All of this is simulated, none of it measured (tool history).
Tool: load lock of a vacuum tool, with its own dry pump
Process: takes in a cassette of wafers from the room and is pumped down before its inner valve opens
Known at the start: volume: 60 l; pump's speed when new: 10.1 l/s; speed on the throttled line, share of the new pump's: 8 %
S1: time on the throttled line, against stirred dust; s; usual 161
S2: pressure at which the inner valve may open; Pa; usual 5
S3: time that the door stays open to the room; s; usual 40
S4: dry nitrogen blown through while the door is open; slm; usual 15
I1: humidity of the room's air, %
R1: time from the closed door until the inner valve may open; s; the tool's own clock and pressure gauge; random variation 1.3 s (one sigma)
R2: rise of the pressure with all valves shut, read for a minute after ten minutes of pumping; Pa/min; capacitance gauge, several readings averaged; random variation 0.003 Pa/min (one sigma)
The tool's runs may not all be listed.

{"run": 1, "hour": 0.0, "S1": 161, "S2": 5, "S3": 40, "S4": 15, "I1": 43.9, "R1": 216.3, "R2": 0.172}
{"run": 2, "hour": 359.6, "S1": 161, "S2": 5, "S3": 40, "S4": 15, "I1": 47.8, "R1": 214.0, "R2": 0.182}
{"run": 3, "hour": 644.0, "S1": 161, "S2": 5, "S3": 106, "S4": 15, "I1": 49.0, "R1": 216.5, "R2": 0.216}
{"run": 4, "hour": 1060.7, "S1": 161, "S2": 5, "S3": 106, "S4": 15, "I1": 43.3, "R1": 217.0, "R2": 0.225}
{"run": 5, "hour": 1432.5, "S1": 161, "S2": 5, "S3": 40, "S4": 15, "I1": 47.5, "R1": 217.7, "R2": 0.238}
{"run": 6, "hour": 1700.7, "S1": 161, "S2": 4, "S3": 40, "S4": 15, "I1": 46.8, "R1": 218.7, "R2": 0.25}
{"run": 7, "hour": 2057.7, "S1": 161, "S2": 4, "S3": 40, "S4": 15, "I1": 45.5, "R1": 217.7, "R2": 0.263}
{"run": 8, "hour": 2342.6, "S1": 161, "S2": 4, "S3": 40, "S4": 15, "I1": 42.7, "R1": 218.1, "R2": 0.289}
{"run": 9, "hour": 2640.2, "S1": 161, "S2": 4, "S3": 40, "S4": 15, "I1": 43.3, "R1": 216.9, "R2": 0.304}
{"run": 10, "hour": 2856.5, "S1": 161, "S2": 4, "S3": 40, "S4": 15, "I1": 49.0, "R1": 219.9, "R2": 0.314}
{"run": 11, "hour": 3101.2, "S1": 161, "S2": 5, "S3": 40, "S4": 15, "I1": 45.8, "R1": 217.6, "R2": 0.328}
{"run": 12, "hour": 3453.3, "S1": 161, "S2": 5, "S3": 40, "S4": 15, "I1": 45.3, "R1": 214.9, "R2": 0.361}
{"hour": 3577.7, "done": "door's seal changed, seat wiped"}
{"run": 13, "hour": 3678.5, "S1": 161, "S2": 5, "S3": 40, "S4": 15, "I1": 45.9, "R1": 218.4, "R2": 0.027}
{"run": 14, "hour": 4065.1, "S1": 161, "S2": 5, "S3": 40, "S4": 15, "I1": 48.4, "R1": 217.0, "R2": 0.034}
{"run": 15, "hour": 4456.2, "S1": 161, "S2": 5, "S3": 40, "S4": 15, "I1": 48.3, "R1": 215.9, "R2": 0.047}
{"run": 16, "hour": 4857.8, "S1": 161, "S2": 5, "S3": 31, "S4": 15, "I1": 47.6, "R1": 216.1, "R2": 0.044}
{"run": 17, "hour": 5145.0, "S1": 161, "S2": 5, "S3": 31, "S4": 15, "I1": 44.1, "R1": 218.6, "R2": 0.051}
{"run": 18, "hour": 5463.0, "S1": 161, "S2": 5, "S3": 31, "S4": 15, "I1": 47.9, "R1": 218.9, "R2": 0.059}
{"run": 19, "hour": 5728.7, "S1": 92, "S2": 9, "S3": 62, "S4": 5, "I1": 44.1, "R1": 152.1, "R2": 0.084}
{"run": 20, "hour": 5979.9, "S1": 92, "S2": 9, "S3": 62, "S4": 5, "I1": 46.1, "R1": 151.2, "R2": 0.091}
{"run": 21, "hour": 6396.5, "S1": 102, "S2": 5, "S3": 61, "S4": 26, "I1": 41.0, "R1": 166.2, "R2": 0.083}
{"run": 22, "hour": 6778.5, "S1": 96, "S2": 5, "S3": 238, "S4": 20, "I1": 42.8, "R1": 161.0, "R2": 0.115}
{"run": 23, "hour": 7143.1, "S1": 161, "S2": 7, "S3": 40, "S4": 15, "I1": 43.4, "R1": 215.4, "R2": 0.109}
{"run": 24, "hour": 7573.8, "S1": 161, "S2": 7, "S3": 40, "S4": 15, "I1": 44.7, "R1": 218.6, "R2": 0.124}
{"run": 25, "hour": 7928.6, "S1": 161, "S2": 7, "S3": 140, "S4": 15, "I1": 42.3, "R1": 216.7, "R2": 0.148}
{"run": 26, "hour": 8184.2, "S1": 161, "S2": 5, "S3": 188, "S4": 15, "I1": 46.8, "R1": 225.0, "R2": 0.174}
{"run": 27, "hour": 8464.7, "S1": 161, "S2": 5, "S3": 188, "S4": 15, "I1": 45.3, "R1": 220.5, "R2": 0.178}
{"run": 28, "hour": 8670.3, "S1": 161, "S2": 5, "S3": 188, "S4": 15, "I1": 48.3, "R1": 223.8, "R2": 0.196}
{"run": 29, "hour": 8997.0, "S1": 308, "S2": 6, "S3": 40, "S4": 23, "I1": 42.7, "R1": 351.9, "R2": 0.177}
{"run": 30, "hour": 9195.1, "S1": 208, "S2": 6, "S3": 40, "S4": 23, "I1": 47.3, "R1": 264.4, "R2": 0.195}
{"run": 31, "hour": 9608.1, "S1": 208, "S2": 5, "S3": 126, "S4": 23, "I1": 46.5, "R1": 262.8, "R2": 0.228}
{"run": 32, "hour": 9899.8, "S1": 91, "S2": 5, "S3": 26, "S4": 7, "I1": 46.6, "R1": 159.5, "R2": 0.231}
{"run": 33, "hour": 10118.9, "S1": 156, "S2": 4, "S3": 93, "S4": 11, "I1": 44.7, "R1": 220.8, "R2": 0.255}
{"run": 34, "hour": 10350.6, "S1": 161, "S2": 5, "S3": 40, "S4": 15, "I1": 43.0, "R1": 224.6, "R2": 0.254}
{"run": 35, "hour": 10662.9, "S1": 161, "S2": 5, "S3": 40, "S4": 15, "I1": 48.9, "R1": 221.2, "R2": 0.271}
{"run": 36, "hour": 11059.7, "S1": 161, "S2": 8, "S3": 151, "S4": 15, "I1": 44.5, "R1": 219.1, "R2": 0.317}

Measured less the same run without the tool's hidden state. The same run-to-run variation is in both; the gauge's scatter may not be:
The hidden state here: pump's speed, % of a new pump's; leak at the door's seal, Pa l/s; drift of the gauge itself on ready_s, %; drift of the gauge itself on rise_pa_min, %.
run=1 R1=+6.7 R2=+0.141
run=2 R1=+6.9 R2=+0.155
run=3 R1=+7.0 R2=+0.175
run=4 R1=+7.5 R2=+0.190
run=5 R1=+7.8 R2=+0.208
run=6 R1=+8.3 R2=+0.224
run=7 R1=+8.6 R2=+0.239
run=8 R1=+8.8 R2=+0.262
run=9 R1=+9.0 R2=+0.279
run=10 R1=+9.3 R2=+0.287
run=11 R1=+9.1 R2=+0.304
run=12 R1=+9.3 R2=+0.331
run=13 R1=+9.5 R2=+0.001
run=14 R1=+9.7 R2=+0.006
run=15 R1=+10.0 R2=+0.012
run=16 R1=+10.4 R2=+0.021
run=17 R1=+10.7 R2=+0.026
run=18 R1=+11.0 R2=+0.034
run=19 R1=+11.3 R2=+0.041
run=20 R1=+11.5 R2=+0.048
run=21 R1=+12.8 R2=+0.059
run=22 R1=+13.2 R2=+0.070
run=23 R1=+11.5 R2=+0.083
run=24 R1=+12.1 R2=+0.099
run=25 R1=+12.3 R2=+0.110
run=26 R1=+13.4 R2=+0.120
run=27 R1=+13.4 R2=+0.133
run=28 R1=+13.8 R2=+0.142
run=29 R1=+10.1 R2=+0.159
run=30 R1=+12.6 R2=+0.167
run=31 R1=+13.4 R2=+0.191
run=32 R1=+16.7 R2=+0.204
run=33 R1=+15.9 R2=+0.213
run=34 R1=+15.4 R2=+0.227
run=35 R1=+15.5 R2=+0.247
run=36 R1=+14.8 R2=+0.272
